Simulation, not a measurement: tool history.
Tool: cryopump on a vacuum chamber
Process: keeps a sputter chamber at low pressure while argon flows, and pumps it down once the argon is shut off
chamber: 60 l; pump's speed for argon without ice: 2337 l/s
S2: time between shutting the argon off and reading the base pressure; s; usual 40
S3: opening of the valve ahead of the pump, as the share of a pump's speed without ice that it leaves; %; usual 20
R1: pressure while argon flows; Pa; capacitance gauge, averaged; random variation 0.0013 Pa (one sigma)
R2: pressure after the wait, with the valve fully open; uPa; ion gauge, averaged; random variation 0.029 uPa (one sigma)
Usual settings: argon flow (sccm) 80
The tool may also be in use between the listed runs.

run 1 hour=0 | argon_flow_(sccm)=80 S2=40 S3=20 | R1=0.291 R2=2.16
run 2 hour=21.2 | argon_flow_(sccm)=80 S2=40 S3=20 | R1=0.2931 R2=2.13
run 3 hour=43 | argon_flow_(sccm)=80 S2=40 S3=20 | R1=0.291 R2=2.16
run 4 hour=72.7 | argon_flow_(sccm)=80 S2=40 S3=20 | R1=0.2924 R2=2.19
run 5 hour=109.6 | argon_flow_(sccm)=80 S2=40 S3=20 | R1=0.2955 R2=2.18
run 6 hour=139.2 | argon_flow_(sccm)=80 S2=40 S3=21 | R1=0.2804 R2=2.21
run 7 hour=173 | argon_flow_(sccm)=80 S2=40 S3=21 | R1=0.2813 R2=2.23
run 8 hour=194.2 | argon_flow_(sccm)=80 S2=40 S3=21 | R1=0.2819 R2=2.32
run 9 hour=212.6 | argon_flow_(sccm)=80 S2=40 S3=21 | R1=0.2821 R2=2.23
run 10 hour=239.2 | argon_flow_(sccm)=80 S2=40 S3=21 | R1=0.2813 R2=2.26
run 11 hour=275.7 | argon_flow_(sccm)=80 S2=40 S3=20 | R1=0.2967 R2=2.23
run 12 hour=298.8 | argon_flow_(sccm)=80 S2=40 S3=20 | R1=0.2972 R2=2.27
run 13 hour=333.9 | argon_flow_(sccm)=80 S2=40 S3=20 | R1=0.2967 R2=2.37
run 14 hour=363.2 | argon_flow_(sccm)=80 S2=40 S3=20 | R1=0.2967 R2=2.3
run 15 hour=394.3 | argon_flow_(sccm)=80 S2=77 S3=28 | R1=0.2126 R2=1.75
run 16 hour=420.2 | argon_flow_(sccm)=39 S2=204 S3=37 | R1=0.0807 R2=1.41
run 17 hour=438.8 | argon_flow_(sccm)=39 S2=204 S3=37 | R1=0.0815 R2=1.37
run 18 hour=456 | argon_flow_(sccm)=65 S2=21 S3=22 | R1=0.2206 R2=3.52
run 19 hour=473.9 | argon_flow_(sccm)=107 S2=21 S3=26 | R1=0.3111 R2=3.54
run 20 hour=511.2 | argon_flow_(sccm)=80 S2=50 S3=59 | R1=0.1101 R2=2.23
run 21 hour=546.7 | argon_flow_(sccm)=153 S2=66 S3=18 | R1=0.6412 R2=1.94
run 22 hour=570.1 | argon_flow_(sccm)=103 S2=61 S3=57 | R1=0.1458 R2=1.99
run 23 hour=597.9 | argon_flow_(sccm)=80 S2=27 S3=20 | R1=0.3009 R2=3.13
run 24 hour=627.4 | argon_flow_(sccm)=80 S2=27 S3=20 | R1=0.3034 R2=3.04
run 25 hour=660 | argon_flow_(sccm)=80 S2=27 S3=20 | R1=0.305 R2=3.09
run 26 hour=682.2 | argon_flow_(sccm)=64 S2=205 S3=16 | R1=0.3017 R2=1.55
run 27 hour=715.3 | argon_flow_(sccm)=64 S2=205 S3=16 | R1=0.3028 R2=1.55

Forecast each of these 5 alternatives for the next run:
run A hour=751.3 | argon_flow_(sccm)=64 S2=24 S3=16 | R1=? R2=?
run B hour=751.3 | argon_flow_(sccm)=102 S2=65 S3=16 | R1=? R2=?
run C hour=751.3 | argon_flow_(sccm)=85 S2=125 S3=40 | R1=? R2=?
run D hour=751.3 | argon_flow_(sccm)=64 S2=205 S3=37 | R1=? R2=?
run E hour=751.3 | argon_flow_(sccm)=80 S2=49 S3=18 | R1=? R2=?

run=A R1=0.3031 R2=3.46
run=B R1=0.4822 R2=2.12
run=C R1=0.1712 R2=1.7
run=D R1=0.1377 R2=1.56
run=E R1=0.3404 R2=2.36
Without the tool's hidden state the same runs would have given:
run=A R1=0.29 R2=2.24
run=B R1=0.4612 R2=0.9
run=C R1=0.1538 R2=0.49
run=D R1=0.1246 R2=0.37
run=E R1=0.3238 R2=1.15

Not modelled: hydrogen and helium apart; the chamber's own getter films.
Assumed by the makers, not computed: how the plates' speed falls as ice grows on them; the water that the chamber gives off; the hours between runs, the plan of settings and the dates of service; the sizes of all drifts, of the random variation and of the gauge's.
